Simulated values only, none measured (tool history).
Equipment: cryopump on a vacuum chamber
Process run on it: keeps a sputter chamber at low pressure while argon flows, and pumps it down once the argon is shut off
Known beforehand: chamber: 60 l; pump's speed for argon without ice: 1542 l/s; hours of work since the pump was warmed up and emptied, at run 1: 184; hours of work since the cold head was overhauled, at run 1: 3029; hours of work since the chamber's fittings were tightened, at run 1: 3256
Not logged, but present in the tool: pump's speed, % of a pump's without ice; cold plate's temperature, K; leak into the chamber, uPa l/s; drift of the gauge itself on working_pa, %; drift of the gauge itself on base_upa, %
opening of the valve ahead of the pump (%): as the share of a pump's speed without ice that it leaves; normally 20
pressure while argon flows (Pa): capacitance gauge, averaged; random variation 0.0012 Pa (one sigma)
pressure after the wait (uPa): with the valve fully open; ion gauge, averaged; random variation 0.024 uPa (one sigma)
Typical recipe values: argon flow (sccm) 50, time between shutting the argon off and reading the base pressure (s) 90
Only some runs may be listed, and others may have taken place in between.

run,hour,argon flow (sccm),time between shutting the argon off and reading the base pressure (s),opening of the valve ahead of the pump (%),hours of work since the pump was warmed up and emptied,hours of work since the cold head was overhauled,hours of work since the chamber's fittings were tightened,pressure while argon flows (Pa),pressure after the wait (uPa)
1,0,50,90,20,184,3029,3256,0.2789,1.53
2,46.2,50,90,20,222,3068,3295,0.279,1.59
3,139.1,50,90,20,300,3145,3372,0.2807,1.7
4,183,50,90,20,336,3182,3409,0.2802,1.67
5,241.2,50,90,20,385,3230,3457,0.2822,1.68
6,300.7,50,90,20,434,3280,3507,0.2801,1.75
7,361.8,50,90,38,485,3331,3558,0.1535,1.7
# hour 426.6: leaking fittings of the chamber tightened, without venting
8,443.1,50,90,38,552,3397,14,0.1539,1.02
9,494.6,50,90,38,594,3440,57,0.157,1.03
# hour 574: pump warmed up, emptied and cooled again
10,589.9,63,90,38,13,3515,132,0.1844,0.98
11,670.3,76,180,38,80,3582,199,0.2223,0.62
12,763.3,76,180,38,158,3660,277,0.2237,0.66
13,819.3,89,25,41,205,3706,323,0.2469,2.92
14,885.7,89,25,41,260,3762,379,0.2476,2.89
15,972.1,89,25,41,332,3834,451,0.2505,2.88

Had the tool no unlogged condition, and each run kept its random variation, what would the results have been?
run,pressure while argon flows (Pa),pressure after the wait (uPa)
1,0.275,0.9
2,0.2746,0.93
3,0.275,0.98
4,0.2739,0.96
5,0.275,0.94
6,0.2721,0.97
7,0.1444,0.92
8,0.1436,0.97
9,0.1456,0.96
10,0.1827,0.94
11,0.2187,0.56
12,0.2183,0.58
13,0.2392,2.83
14,0.2382,2.79
15,0.239,2.76

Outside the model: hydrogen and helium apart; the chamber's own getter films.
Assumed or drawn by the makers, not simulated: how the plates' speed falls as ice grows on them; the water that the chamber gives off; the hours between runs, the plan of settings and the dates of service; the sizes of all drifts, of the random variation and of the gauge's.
